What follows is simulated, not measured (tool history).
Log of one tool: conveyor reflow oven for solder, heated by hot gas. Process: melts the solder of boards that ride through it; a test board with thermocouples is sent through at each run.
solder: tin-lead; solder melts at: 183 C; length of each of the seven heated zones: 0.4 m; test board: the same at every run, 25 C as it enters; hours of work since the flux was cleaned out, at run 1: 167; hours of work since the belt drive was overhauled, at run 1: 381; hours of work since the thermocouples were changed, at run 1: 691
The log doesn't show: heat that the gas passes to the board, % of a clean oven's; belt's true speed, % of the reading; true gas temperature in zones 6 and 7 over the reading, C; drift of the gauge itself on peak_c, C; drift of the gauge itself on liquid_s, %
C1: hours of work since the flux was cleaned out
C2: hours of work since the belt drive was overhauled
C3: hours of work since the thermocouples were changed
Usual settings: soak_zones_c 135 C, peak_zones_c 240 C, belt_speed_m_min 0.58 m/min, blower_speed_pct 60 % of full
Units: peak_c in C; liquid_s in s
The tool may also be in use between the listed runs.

run 1 day=0 | soak_zones_c=135 peak_zones_c=240 belt_speed_m_min=0.58 blower_speed_pct=60 | C1=167 C2=381 C3=691 | peak_c=212.3 liquid_s=55.6
run 2 day=0.546 | soak_zones_c=135 peak_zones_c=240 belt_speed_m_min=0.58 blower_speed_pct=60 | C1=177 C2=391 C3=701 | peak_c=211.8 liquid_s=55.3
run 3 day=0.967 | soak_zones_c=135 peak_zones_c=240 belt_speed_m_min=0.469 blower_speed_pct=60 | C1=184 C2=398 C3=708 | peak_c=219.8 liquid_s=78.5
run 4 day=1.292 | soak_zones_c=135 peak_zones_c=240 belt_speed_m_min=0.469 blower_speed_pct=60 | C1=190 C2=403 C3=714 | peak_c=219.8 liquid_s=77.7
run 5 day=1.692 | soak_zones_c=135 peak_zones_c=240 belt_speed_m_min=0.469 blower_speed_pct=60 | C1=197 C2=410 C3=721 | peak_c=220.4 liquid_s=78.8
run 6 day=2.279 | soak_zones_c=135 peak_zones_c=246 belt_speed_m_min=0.58 blower_speed_pct=60 | C1=207 C2=421 C3=731 | peak_c=216.7 liquid_s=59.6
run 7 day=2.642 | soak_zones_c=135 peak_zones_c=240 belt_speed_m_min=0.58 blower_speed_pct=60 | C1=213 C2=427 C3=737 | peak_c=211.1 liquid_s=54.7
run 8 day=3.242 | soak_zones_c=135 peak_zones_c=240 belt_speed_m_min=0.58 blower_speed_pct=60 | C1=224 C2=437 C3=747 | peak_c=211.7 liquid_s=54.7
run 9 day=3.533 | soak_zones_c=135 peak_zones_c=240 belt_speed_m_min=0.58 blower_speed_pct=60 | C1=229 C2=443 C3=753 | peak_c=212 liquid_s=54.4
run 10 day=4.008 | soak_zones_c=135 peak_zones_c=240 belt_speed_m_min=0.58 blower_speed_pct=77 | C1=237 C2=451 C3=761 | peak_c=217.3 liquid_s=61.9
run 11 day=4.629 | soak_zones_c=135 peak_zones_c=240 belt_speed_m_min=0.58 blower_speed_pct=60 | C1=248 C2=462 C3=772 | peak_c=212.3 liquid_s=54.2
run 12 day=5.092 | soak_zones_c=135 peak_zones_c=240 belt_speed_m_min=0.58 blower_speed_pct=68 | C1=256 C2=470 C3=780 | peak_c=214.8 liquid_s=58.1
run 13 day=5.504 | soak_zones_c=135 peak_zones_c=240 belt_speed_m_min=0.58 blower_speed_pct=60 | C1=263 C2=477 C3=787 | peak_c=211.7 liquid_s=54.1
run 14 day=5.917 | soak_zones_c=135 peak_zones_c=240 belt_speed_m_min=0.58 blower_speed_pct=60 | C1=270 C2=484 C3=794 | peak_c=211.2 liquid_s=54.3
run 15 day=6.221 | soak_zones_c=135 peak_zones_c=240 belt_speed_m_min=0.58 blower_speed_pct=60 | C1=275 C2=489 C3=799 | peak_c=211.4 liquid_s=54.6
run 16 day=6.704 | soak_zones_c=131 peak_zones_c=240 belt_speed_m_min=0.548 blower_speed_pct=60 | C1=284 C2=498 C3=808 | peak_c=212.5 liquid_s=58.1
run 17 day=7.004 | soak_zones_c=135 peak_zones_c=255 belt_speed_m_min=0.465 blower_speed_pct=60 | C1=289 C2=503 C3=813 | peak_c=232 liquid_s=89.2
run 18 day=7.362 | soak_zones_c=135 peak_zones_c=255 belt_speed_m_min=0.465 blower_speed_pct=60 | C1=295 C2=509 C3=819 | peak_c=232.7 liquid_s=88.7
run 19 day=7.692 | soak_zones_c=135 peak_zones_c=255 belt_speed_m_min=0.465 blower_speed_pct=60 | C1=301 C2=515 C3=825 | peak_c=232.3 liquid_s=89.4
run 20 day=7.996 | soak_zones_c=135 peak_zones_c=255 belt_speed_m_min=0.465 blower_speed_pct=60 | C1=306 C2=520 C3=830 | peak_c=233.1 liquid_s=89.5
-- day=8.221 belt drive overhauled, speed set with a stopwatch
run 21 day=8.442 | soak_zones_c=135 peak_zones_c=245 belt_speed_m_min=0.58 blower_speed_pct=60 | C1=311 C2=4 C3=835 | peak_c=215.5 liquid_s=58.8
run 22 day=8.833 | soak_zones_c=135 peak_zones_c=240 belt_speed_m_min=0.61 blower_speed_pct=60 | C1=318 C2=11 C3=842 | peak_c=209.1 liquid_s=48.8
run 23 day=9.275 | soak_zones_c=135 peak_zones_c=231 belt_speed_m_min=0.58 blower_speed_pct=74 | C1=326 C2=18 C3=849 | peak_c=209.1 liquid_s=53.5
-- day=9.742 belt drive overhauled, speed set with a stopwatch, once more
run 24 day=9.792 | soak_zones_c=125 peak_zones_c=244 belt_speed_m_min=0.566 blower_speed_pct=71 | C1=332 C2=1 C3=856 | peak_c=217.4 liquid_s=57.6
-- day=10.304 flux residue cleaned out of gas plates and filters
run 25 day=10.538 | soak_zones_c=149 peak_zones_c=242 belt_speed_m_min=0.598 blower_speed_pct=55 | C1=4 C2=10 C3=865 | peak_c=213.5 liquid_s=59.5
run 26 day=10.804 | soak_zones_c=135 peak_zones_c=237 belt_speed_m_min=0.516 blower_speed_pct=60 | C1=9 C2=15 C3=870 | peak_c=213.5 liquid_s=64.4
run 27 day=11.229 | soak_zones_c=127 peak_zones_c=231 belt_speed_m_min=0.58 blower_speed_pct=60 | C1=16 C2=22 C3=877 | peak_c=203.7 liquid_s=41.1
run 28 day=11.871 | soak_zones_c=127 peak_zones_c=231 belt_speed_m_min=0.58 blower_speed_pct=60 | C1=27 C2=33 C3=888 | peak_c=203.3 liquid_s=41.3
run 29 day=12.388 | soak_zones_c=135 peak_zones_c=240 belt_speed_m_min=0.58 blower_speed_pct=60 | C1=36 C2=42 C3=897 | peak_c=211.9 liquid_s=54.3
run 30 day=12.996 | soak_zones_c=135 peak_zones_c=240 belt_speed_m_min=0.607 blower_speed_pct=69 | C1=47 C2=53 C3=908 | peak_c=213.6 liquid_s=54.2

Some steps in peak_c between neighbouring runs. How much of each would the tool show without its hidden state too (settings, what came in, random variation), and how much is left for the hidden state, with any gauge scatter that isn't in both results?
Run 9 -> 10: blower_speed_pct 60 -> 77. peak_c +5.3 C: hidden state -0.4, all else +5.7.
Run 16 -> 17: soak_zones_c 131 -> 135, peak_zones_c 240 -> 255, belt_speed_m_min 0.548 -> 0.465. peak_c +19.5 C: hidden state -0.2, all else +19.7.
Run 20 -> 21: peak_zones_c 255 -> 245, belt_speed_m_min 0.465 -> 0.58, belt drive overhauled, speed set with a stopwatch. peak_c -17.6 C: hidden state +0.1, all else -17.7.
Run 23 -> 24: soak_zones_c 135 -> 125, peak_zones_c 231 -> 244, belt_speed_m_min 0.58 -> 0.566, blower_speed_pct 74 -> 71, belt drive overhauled, speed set with a stopwatch, once more. peak_c +8.3 C: hidden state -1, all else +9.3.
Run 24 -> 25: soak_zones_c 125 -> 149, peak_zones_c 244 -> 242, belt_speed_m_min 0.566 -> 0.598, blower_speed_pct 71 -> 55, flux residue cleaned out of gas plates and filters. peak_c -3.9 C: hidden state +2.3, all else -6.2.
Run 26 -> 27: soak_zones_c 135 -> 127, peak_zones_c 237 -> 231, belt_speed_m_min 0.516 -> 0.58. peak_c -9.8 C: hidden state +0.1, all else -9.9.

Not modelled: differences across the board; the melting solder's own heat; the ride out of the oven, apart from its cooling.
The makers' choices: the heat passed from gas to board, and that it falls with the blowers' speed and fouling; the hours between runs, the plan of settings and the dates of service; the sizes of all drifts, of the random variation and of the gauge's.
